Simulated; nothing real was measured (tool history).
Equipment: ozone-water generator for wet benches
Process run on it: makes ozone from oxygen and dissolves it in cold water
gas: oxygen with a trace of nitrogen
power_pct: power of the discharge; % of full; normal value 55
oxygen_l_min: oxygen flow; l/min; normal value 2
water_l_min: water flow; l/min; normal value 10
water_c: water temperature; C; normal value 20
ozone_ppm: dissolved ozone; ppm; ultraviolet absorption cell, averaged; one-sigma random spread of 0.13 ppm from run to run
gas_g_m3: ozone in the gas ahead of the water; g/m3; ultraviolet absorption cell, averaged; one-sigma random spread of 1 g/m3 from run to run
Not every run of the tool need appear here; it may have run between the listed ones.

run	hour	power_pct	oxygen_l_min	water_l_min	water_c	ozone_ppm	gas_g_m3
1	0	55	2	10	20	15	174.3
2	14.9	55	2	10	20	15	174.1
3	41.5	55	2	10	20	14.9	171.4
4	73	55	2	10	20	15	172.6
5	104.2	55	2	10	20	14.9	170.8
6	130.6	55	2	10	20	15	171.1
7	149.4	55	2	10	20	14.9	171.6
8	164.5	55	2	12	20	12.4	171.3
9	193.5	55	2	12	20	12.4	170.6
10	209.7	55	2	12	20	12.5	171.6
11	234.7	55	2	12	20	12.4	170.6
12	262.2	92	2	7	20	32.1	263
13	283.5	92	2	7	20	32.2	263.1
14	313.5	46	2.52	15	13	9.2	124.7
15	339.7	40	1.91	15	13	7.7	131.9
16	364.9	40	1.59	15	13	8	150.4
17	396	61	3.39	15	17	11	130.7
18	428.7	55	1.52	10	24	14.6	201.5
# hour 450.3: gauge calibrated
19	454.3	55	1.52	10	24	14.3	208.8
# hour 472.9: contactor cleaned
20	480	92	1.52	16	24	13.5	323.4
21	513.9	92	1.52	16	24	13.1	320.6
22	535.6	92	1.13	13	24	16.6	390.6

Same runs, no hidden state in the tool, same run-to-run variation:
Hidden state at play: yield of the discharge, % of new electrodes'; contactor's efficiency, % of a clean one's; true water temperature over the reading, C; drift of the gauge itself on ozone_ppm, %; drift of the gauge itself on gas_g_m3, %.
run	gas_g_m3
1	174.3
2	174.3
3	171.9
4	173.5
5	172.1
6	172.7
7	173.4
8	173.2
9	172.9
10	174.1
11	173.3
12	267.8
13	268.3
14	127.3
15	134.9
16	154.1
17	134.3
18	207.5
19	209
20	324.1
21	322
22	393
ozone_ppm: at most 0.1 ppm away from the measurement, every run.
